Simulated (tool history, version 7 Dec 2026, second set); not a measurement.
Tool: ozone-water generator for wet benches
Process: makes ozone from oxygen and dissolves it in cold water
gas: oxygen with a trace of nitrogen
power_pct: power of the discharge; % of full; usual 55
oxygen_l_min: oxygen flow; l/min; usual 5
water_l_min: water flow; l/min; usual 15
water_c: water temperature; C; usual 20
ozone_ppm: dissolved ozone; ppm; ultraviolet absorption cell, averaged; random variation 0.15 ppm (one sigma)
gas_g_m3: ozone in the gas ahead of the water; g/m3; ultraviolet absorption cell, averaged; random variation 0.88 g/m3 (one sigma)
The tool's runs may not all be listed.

Run 1, hour 0: usual settings. Result: ozone_ppm 19.5 ppm, gas_g_m3 143.5 g/m3.
Run 2, hour 25.3: usual settings but oxygen_l_min 5.69 l/min. Result: ozone_ppm 19.6 ppm, gas_g_m3 139.3 g/m3.
Run 3, hour 53.1: usual settings but oxygen_l_min 5.69 l/min. Result: ozone_ppm 19.6 ppm, gas_g_m3 140.3 g/m3.
Run 4, hour 79.7: usual settings but oxygen_l_min 5.69 l/min. Result: ozone_ppm 19.2 ppm, gas_g_m3 137.5 g/m3.
Run 5, hour 96.2: usual settings but oxygen_l_min 5.69 l/min. Result: ozone_ppm 19.6 ppm, gas_g_m3 138.7 g/m3.
Run 6, hour 110.9: usual settings but oxygen_l_min 5.69 l/min. Result: ozone_ppm 19.5 ppm, gas_g_m3 138.3 g/m3.
Run 7, hour 130.4: usual settings but oxygen_l_min 5.69 l/min. Result: ozone_ppm 19.5 ppm, gas_g_m3 139.2 g/m3.
Run 8, hour 146.7: usual settings but water_c 13 C. Result: ozone_ppm 21.5 ppm, gas_g_m3 145.3 g/m3.
Run 9, hour 169.1: usual settings. Result: ozone_ppm 19.2 ppm, gas_g_m3 144.1 g/m3.
Run 10, hour 182.4: usual settings. Result: ozone_ppm 19.3 ppm, gas_g_m3 144.3 g/m3.
Run 11, hour 203.6: usual settings. Result: ozone_ppm 19.4 ppm, gas_g_m3 144.8 g/m3.
Run 12, hour 221.4: usual settings. Result: ozone_ppm 19.3 ppm, gas_g_m3 143.6 g/m3.
Run 13, hour 241.5: usual settings. Result: ozone_ppm 19.3 ppm, gas_g_m3 144 g/m3.
Run 14, hour 263.4: usual settings. Result: ozone_ppm 19.4 ppm, gas_g_m3 144.2 g/m3.
Run 15, hour 289.1: usual settings but water_l_min 13 l/min. Result: ozone_ppm 21 ppm, gas_g_m3 142 g/m3.
Run 16, hour 302.5: usual settings but water_l_min 13 l/min. Result: ozone_ppm 21 ppm, gas_g_m3 143.4 g/m3.
Run 17, hour 317.6: usual settings but water_l_min 13 l/min. Result: ozone_ppm 20.7 ppm, gas_g_m3 145.1 g/m3.
Run 18, hour 345.5: usual settings but power_pct 56 % of full, oxygen_l_min 4.11 l/min, water_l_min 24 l/min. Result: ozone_ppm 13.2 ppm, gas_g_m3 157.9 g/m3.
Run 19, hour 375.2: usual settings but oxygen_l_min 4.57 l/min, water_l_min 16 l/min. Result: ozone_ppm 18.4 ppm, gas_g_m3 148.4 g/m3.
Run 20, hour 392.9: usual settings but oxygen_l_min 4.57 l/min, water_l_min 16 l/min. Result: ozone_ppm 17.8 ppm, gas_g_m3 148.1 g/m3.
Run 21, hour 411.4: usual settings but power_pct 94 % of full. Result: ozone_ppm 29.8 ppm, gas_g_m3 222 g/m3.
Run 22, hour 424: usual settings but power_pct 94 % of full. Result: ozone_ppm 29.8 ppm, gas_g_m3 223.4 g/m3.

Run 23 comes next. What will it give?
Run 23, hour 442.2: usual settings but power_pct 97 % of full, oxygen_l_min 4.76 l/min, water_l_min 21 l/min, water_c 17 C. Result: ozone_ppm ?, gas_g_m3 ?.

{"run 23": {"ozone_ppm": 25.1, "gas_g_m3": 234.9}}
Without the tool's hidden state the same run would have given ozone_ppm 25.7 ppm, gas_g_m3 239 g/m3.

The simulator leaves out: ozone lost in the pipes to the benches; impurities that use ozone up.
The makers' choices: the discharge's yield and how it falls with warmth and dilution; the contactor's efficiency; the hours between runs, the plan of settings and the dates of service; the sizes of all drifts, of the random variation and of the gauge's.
